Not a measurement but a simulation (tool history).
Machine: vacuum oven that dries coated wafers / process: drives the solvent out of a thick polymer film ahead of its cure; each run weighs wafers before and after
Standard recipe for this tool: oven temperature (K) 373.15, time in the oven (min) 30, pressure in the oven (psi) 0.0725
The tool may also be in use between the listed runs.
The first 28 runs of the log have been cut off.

run	hour	oven temperature (K)	time in the oven (min)	pressure in the oven (psi)	solvent left in the film (%)
29	865.8	370.15	18	0.1249	6.70
30	908.2	373.15	24	0.1613	4.93
31	930.1	373.15	31	0.0486	3.50
32	973.1	373.15	28	0.0863	4.06
33	999.1	382.15	28	0.2418	2.91
34	1040.7	379.15	37	0.0687	1.92
35	1060.0	373.15	42	0.0725	2.33
36	1085.6	366.15	42	0.0847	3.54
37	1113.2	383.15	41	0.0725	1.16
38	1150.9	370.15	19	0.1108	6.45

Estimate the outcome of run 39 from the log above:
# hour 1159.1: oven's thermocouples calibrated
39	1182.9	370.15	19	0.1108	?

Logged for run 39: solvent left in the film (%) 6.44.
If the tool had no hidden condition, the same run with the same run-to-run variation would have returned solvent left in the film (%) 6.44.

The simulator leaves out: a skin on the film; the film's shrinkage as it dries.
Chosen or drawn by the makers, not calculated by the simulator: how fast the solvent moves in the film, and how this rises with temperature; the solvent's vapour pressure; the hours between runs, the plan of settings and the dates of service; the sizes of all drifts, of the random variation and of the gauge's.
